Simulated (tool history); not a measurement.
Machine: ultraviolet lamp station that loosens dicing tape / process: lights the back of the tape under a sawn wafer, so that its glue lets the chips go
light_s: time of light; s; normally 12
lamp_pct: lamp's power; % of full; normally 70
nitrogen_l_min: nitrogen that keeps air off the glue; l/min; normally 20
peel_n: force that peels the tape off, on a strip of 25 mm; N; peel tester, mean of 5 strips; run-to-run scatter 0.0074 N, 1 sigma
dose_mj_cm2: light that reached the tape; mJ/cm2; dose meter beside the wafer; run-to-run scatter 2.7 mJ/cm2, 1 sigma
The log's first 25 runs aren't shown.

Run 26, hour 309.8: usual settings but light_s 14 s, lamp_pct 64 % of full. Result: peel_n 0.404 N, dose_mj_cm2 318 mJ/cm2.
Run 27, hour 317.5: usual settings but light_s 14 s, lamp_pct 64 % of full. Result: peel_n 0.404 N, dose_mj_cm2 312 mJ/cm2.
Run 28, hour 332.3: usual settings but light_s 14 s, lamp_pct 64 % of full. Result: peel_n 0.429 N, dose_mj_cm2 314 mJ/cm2.
Run 29, hour 345.1: usual settings but light_s 14 s, lamp_pct 64 % of full. Result: peel_n 0.431 N, dose_mj_cm2 312 mJ/cm2.
Run 30, hour 355.7: usual settings but light_s 10 s, nitrogen_l_min 6 l/min. Result: peel_n 1.593 N, dose_mj_cm2 241 mJ/cm2.
Run 31, hour 365.2: usual settings but light_s 10 s, nitrogen_l_min 6 l/min. Result: peel_n 1.51 N, dose_mj_cm2 238 mJ/cm2.
Run 32, hour 378.1: usual settings but light_s 7 s, lamp_pct 62 % of full, nitrogen_l_min 32 l/min. Result: peel_n 1.606 N, dose_mj_cm2 150 mJ/cm2.
Run 33, hour 389.4: usual settings but light_s 7 s, lamp_pct 62 % of full, nitrogen_l_min 32 l/min. Result: peel_n 1.564 N, dose_mj_cm2 149 mJ/cm2.
Run 34, hour 398.8: usual settings but light_s 21 s, lamp_pct 67 % of full, nitrogen_l_min 38 l/min. Result: peel_n 0.128 N, dose_mj_cm2 479 mJ/cm2.
Run 35, hour 413: usual settings but light_s 13 s, lamp_pct 94 % of full. Result: peel_n 0.2 N, dose_mj_cm2 412 mJ/cm2.
Run 36, hour 429.2: usual settings but light_s 13 s, lamp_pct 94 % of full. Result: peel_n 0.218 N, dose_mj_cm2 414 mJ/cm2.
Run 37, hour 441.6: usual settings but light_s 13 s, lamp_pct 94 % of full. Result: peel_n 0.219 N, dose_mj_cm2 408 mJ/cm2.
Run 38, hour 457.2: usual settings but light_s 13 s, lamp_pct 94 % of full. Result: peel_n 0.229 N, dose_mj_cm2 405 mJ/cm2.
Run 39, hour 470.9: usual settings but lamp_pct 80 % of full. Result: peel_n 0.394 N, dose_mj_cm2 313 mJ/cm2.
Run 40, hour 479.8: usual settings but lamp_pct 75 % of full, nitrogen_l_min 18 l/min. Result: peel_n 0.514 N, dose_mj_cm2 294 mJ/cm2.
Run 41, hour 496: usual settings but light_s 24 s, lamp_pct 89 % of full, nitrogen_l_min 10 l/min. Result: peel_n 0.132 N, dose_mj_cm2 696 mJ/cm2.
Run 42, hour 509.5: usual settings but light_s 24 s, lamp_pct 82 % of full, nitrogen_l_min 10 l/min. Result: peel_n 0.138 N, dose_mj_cm2 635 mJ/cm2.

4 ways to go on from here, each from the tool as it stands after run 42. What would each give?
Run A, hour 520.7: usual settings but lamp_pct 82 % of full, nitrogen_l_min 7 l/min. Result: peel_n ?, dose_mj_cm2 ?.
Run B, hour 520.7: usual settings but light_s 14 s, lamp_pct 82 % of full, nitrogen_l_min 14 l/min. Result: peel_n ?, dose_mj_cm2 ?.
Run C, hour 520.7: usual settings but light_s 20 s. Result: peel_n ?, dose_mj_cm2 ?.
Run D, hour 520.7: usual settings but light_s 8 s, lamp_pct 88 % of full, nitrogen_l_min 11 l/min. Result: peel_n ?, dose_mj_cm2 ?.

run  peel_n  dose_mj_cm2
  A   0.812          315
  B   0.349          371
  C    0.17          454
  D   1.237          229
With the hidden condition removed and each run's random variation left untouched, the same runs would have given:
run  peel_n  dose_mj_cm2
  A   0.398          428
  B   0.178          504
  C   0.114          615
  D   0.656          310

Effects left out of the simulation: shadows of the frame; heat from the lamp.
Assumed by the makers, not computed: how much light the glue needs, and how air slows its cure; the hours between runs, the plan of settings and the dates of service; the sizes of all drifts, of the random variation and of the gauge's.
